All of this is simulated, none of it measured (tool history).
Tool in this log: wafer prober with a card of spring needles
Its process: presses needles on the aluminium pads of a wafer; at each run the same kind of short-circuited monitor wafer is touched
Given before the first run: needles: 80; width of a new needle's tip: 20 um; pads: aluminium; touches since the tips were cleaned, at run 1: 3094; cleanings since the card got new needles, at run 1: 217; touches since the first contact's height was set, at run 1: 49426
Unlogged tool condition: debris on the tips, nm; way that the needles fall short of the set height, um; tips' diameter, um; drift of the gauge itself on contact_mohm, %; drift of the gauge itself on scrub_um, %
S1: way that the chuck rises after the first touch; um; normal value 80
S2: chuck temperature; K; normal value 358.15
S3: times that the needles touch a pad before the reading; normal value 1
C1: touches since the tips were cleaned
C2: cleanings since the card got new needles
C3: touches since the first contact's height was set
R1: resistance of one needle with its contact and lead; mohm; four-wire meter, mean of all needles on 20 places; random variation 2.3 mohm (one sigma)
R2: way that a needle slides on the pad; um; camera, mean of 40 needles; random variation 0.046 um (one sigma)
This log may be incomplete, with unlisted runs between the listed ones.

Run 1, hour 0: usual settings; C1 3094; C2 217; C3 49426. Result: R1 345 mohm, R2 14.68 um.
At hour 5.7: tips cleaned on abrasive film.
At hour 19.9: tips cleaned on abrasive film.
At hour 34.1: tips cleaned on abrasive film.
At hour 48.3: tips cleaned on abrasive film.
Run 2, hour 54.1: usual settings but S2 325.15 K; C1 2311; C2 221; C3 70948. Result: R1 330 mohm, R2 14.57 um.
At hour 59.9: tips cleaned on abrasive film.
At hour 74.1: tips cleaned on abrasive film.
At hour 88.3: tips cleaned on abrasive film.
At hour 94.2: height of the first contact set anew.
At hour 102.8: tips cleaned on abrasive film.
Run 3, hour 111.8: usual settings but S2 325.15 K; C1 3622; C2 225; C3 7012. Result: R1 363 mohm, R2 14.83 um.
At hour 114.8: tips cleaned on abrasive film.
At hour 126.1: tips cleaned on abrasive film.
At hour 140.3: tips cleaned on abrasive film.
At hour 154.5: tips cleaned on abrasive film.
At hour 160.3: tips cleaned on abrasive film, once more.
At hour 174.5: tips cleaned on abrasive film.
At hour 185.9: tips cleaned on abrasive film.
At hour 198.5: tips cleaned on abrasive film.
Run 4, hour 198.5: usual settings; C1 0; C2 233; C3 41410. Result: R1 262 mohm, R2 14.77 um.
At hour 212.7: tips cleaned on abrasive film.
At hour 224.1: tips cleaned on abrasive film.
At hour 238.3: tips cleaned on abrasive film.
At hour 249.7: tips cleaned on abrasive film.
At hour 263.9: tips cleaned on abrasive film.
Run 5, hour 270.2: usual settings but S1 70 um; C1 2523; C2 238; C3 69923. Result: R1 365 mohm, R2 12.72 um.
At hour 275.9: tips cleaned on abrasive film.
At hour 290.1: tips cleaned on abrasive film.
At hour 304.3: tips cleaned on abrasive film.
Run 6, hour 308.4: usual settings but S1 70 um; C1 1658; C2 241; C3 85142. Result: R1 353 mohm, R2 12.69 um.
At hour 314.4: height of the first contact set anew.
At hour 317.3: tips cleaned on abrasive film.
At hour 331.5: tips cleaned on abrasive film.
At hour 345.7: tips cleaned on abrasive film.
At hour 357.1: tips cleaned on abrasive film.
Run 7, hour 362.4: usual settings but S1 70 um; C1 2137; C2 245; C3 19089. Result: R1 359 mohm, R2 12.98 um.
At hour 371: tips cleaned on abrasive film.
At hour 385.2: tips cleaned on abrasive film.
At hour 399.4: tips cleaned on abrasive film.
At hour 410.8: tips cleaned on abrasive film.
At hour 425: tips cleaned on abrasive film.
At hour 436.4: tips cleaned on abrasive film.
At hour 450.6: tips cleaned on abrasive film.
Run 8, hour 451.3: usual settings but S1 77 um; C1 279; C2 252; C3 54400. Result: R1 277 mohm, R2 14.11 um.
At hour 462.6: tips cleaned on abrasive film.
At hour 474: tips cleaned on abrasive film.
At hour 488.2: tips cleaned on abrasive film.
At hour 502.4: tips cleaned on abrasive film.
Run 9, hour 512.7: usual settings but S1 77 um; C1 4112; C2 256; C3 78854. Result: R1 393 mohm, R2 14.06 um.
At hour 515.6: tips cleaned on abrasive film.
At hour 529.8: tips cleaned on abrasive film.
At hour 532.9: height of the first contact set anew.
At hour 544.3: tips cleaned on abrasive film.
At hour 555.7: tips cleaned on abrasive film.
At hour 569.9: tips cleaned on abrasive film.
At hour 584.1: tips cleaned on abrasive film.
At hour 596.3: tips cleaned on abrasive film.
Run 10, hour 596.3: usual settings but S1 77 um; C1 0; C2 263; C3 25196. Result: R1 269 mohm, R2 14.16 um.
At hour 610.5: tips cleaned on abrasive film.
At hour 621.9: tips cleaned on abrasive film.
At hour 636.1: tips cleaned on abrasive film.
At hour 650.3: tips cleaned on abrasive film.
At hour 664.5: tips cleaned on abrasive film.
Run 11, hour 668.4: usual settings but S1 77 um; C1 1555; C2 268; C3 53871. Result: R1 334 mohm, R2 14.15 um.
At hour 677: tips cleaned on abrasive film.
At hour 691.2: tips cleaned on abrasive film.
At hour 705.4: tips cleaned on abrasive film.
At hour 719.6: tips cleaned on abrasive film.
At hour 730.9: tips cleaned on abrasive film.
At hour 745.1: tips cleaned on abrasive film.
Run 12, hour 746.8: usual settings but S1 77 um; C1 659; C2 274; C3 85040. Result: R1 307 mohm, R2 14.02 um.
At hour 752.7: height of the first contact set anew.
At hour 758.5: tips cleaned on abrasive film.
At hour 772.7: tips cleaned on abrasive film.
At hour 786.9: tips cleaned on abrasive film.
At hour 801.1: tips cleaned on abrasive film.
Run 13, hour 807.3: usual settings but S1 77 um; C1 2512; C2 278; C3 21723. Result: R1 365 mohm, R2 14.24 um.
At hour 813.1: tips cleaned on abrasive film.
At hour 827.3: tips cleaned on abrasive film.
At hour 841.5: tips cleaned on abrasive film.
At hour 855.7: tips cleaned on abrasive film.
At hour 869.9: tips cleaned on abrasive film.
At hour 884.1: tips cleaned on abrasive film.
Run 14, hour 895.3: usual settings but S1 77 um, S3 2; C1 4497; C2 284; C3 56731. Result: R1 339 mohm, R2 14.21 um.
At hour 898.2: tips cleaned on abrasive film.
At hour 909.6: tips cleaned on abrasive film.
At hour 923.8: tips cleaned on abrasive film.
At hour 938: tips cleaned on abrasive film.
At hour 951.9: tips cleaned on abrasive film.
Run 15, hour 951.9: usual settings but S1 64 um, S2 325.15 K; C1 0; C2 289; C3 79206. Result: R1 276 mohm, R2 11.73 um.
At hour 966.1: tips cleaned on abrasive film.
At hour 972.1: height of the first contact set anew.
At hour 980.6: tips cleaned on abrasive film.
At hour 994.8: tips cleaned on abrasive film.
At hour 1009: tips cleaned on abrasive film.
At hour 1023.2: tips cleaned on abrasive film.
Run 16, hour 1024.1: usual settings but S1 64 um, S2 325.15 K; C1 339; C2 294; C3 20680. Result: R1 302 mohm, R2 11.87 um.
At hour 1035.5: tips cleaned on abrasive film.
At hour 1049.7: tips cleaned on abrasive film.
At hour 1063.9: tips cleaned on abrasive film.
Run 17, hour 1070.9: usual settings but S1 62 um, S2 339.15 K, S3 3; C1 2803; C2 297; C3 39302. Result: R1 324 mohm, R2 11.44 um.
At hour 1076.6: tips cleaned on abrasive film.
At hour 1090.8: tips cleaned on abrasive film.
At hour 1105: tips cleaned on abrasive film.
At hour 1119.2: tips cleaned on abrasive film.
At hour 1130.8: tips cleaned on abrasive film.
Run 18, hour 1130.8: usual settings but S1 62 um, S2 339.15 K, S3 3; C1 0; C2 302; C3 63128. Result: R1 260 mohm, R2 11.29 um.
At hour 1142.2: tips cleaned on abrasive film.
At hour 1156.4: tips cleaned on abrasive film.
At hour 1170.6: tips cleaned on abrasive film.
Run 19, hour 1173.9: usual settings but S1 67 um, S2 314.15 K; C1 1323; C2 305; C3 80277. Result: R1 344 mohm, R2 12.29 um.
At hour 1182.5: tips cleaned on abrasive film.
At hour 1191.2: height of the first contact set anew.
At hour 1197: tips cleaned on abrasive film.
At hour 1211.2: tips cleaned on abrasive film.
At hour 1222.6: tips cleaned on abrasive film.
At hour 1236.8: tips cleaned on abrasive film.
Run 20, hour 1243.9: usual settings but S1 67 um, S2 314.15 K; C1 2848; C2 310; C3 20929. Result: R1 407 mohm, R2 12.43 um.
At hour 1249.6: tips cleaned on abrasive film.
At hour 1263.8: tips cleaned on abrasive film.
At hour 1275.2: tips cleaned on abrasive film.
At hour 1289.4: tips cleaned on abrasive film.
At hour 1300.8: tips cleaned on abrasive film.
Run 21, hour 1303: usual settings but S1 67 um, S2 314.15 K; C1 870; C2 315; C3 44401. Result: R1 317 mohm, R2 12.36 um.
At hour 1314.3: tips cleaned on abrasive film.
At hour 1325.7: tips cleaned on abrasive film.
At hour 1339.9: tips cleaned on abrasive film.
At hour 1351.3: tips cleaned on abrasive film.
At hour 1365.5: tips cleaned on abrasive film.
At hour 1379.1: tips cleaned on abrasive film.
Run 22, hour 1379.1: usual settings but S1 67 um, S2 314.15 K; C1 0; C2 321; C3 74674. Result: R1 268 mohm, R2 12.15 um.
At hour 1393.3: tips cleaned on abrasive film.
At hour 1407.5: tips cleaned on abrasive film.
At hour 1410.6: height of the first contact set anew.
At hour 1422: tips cleaned on abrasive film.
At hour 1435.5: tips cleaned on abrasive film.
Run 23, hour 1435.5: usual settings but S2 334.15 K, S3 3; C1 0; C2 325; C3 9878. Result: R1 258 mohm, R2 14.86 um.

Pick out some run-to-run changes in R1. Of each, how much would a tool without hidden state show as well, from the settings, what came in and chance, and how much is left for the hidden state and any gauge scatter not in both results compared?
Run 8 -> 9: tips cleaned on abrasive film, tips cleaned on abrasive film, tips cleaned on abrasive film, tips cleaned on abrasive film. R1 +116 mohm: hidden state +113, all else +3.
Run 9 -> 10: tips cleaned on abrasive film, tips cleaned on abrasive film, height of the first contact set anew, tips cleaned on abrasive film, tips cleaned on abrasive film, tips cleaned on abrasive film, tips cleaned on abrasive film, tips cleaned on abrasive film. R1 -124 mohm: hidden state -119, all else -5.
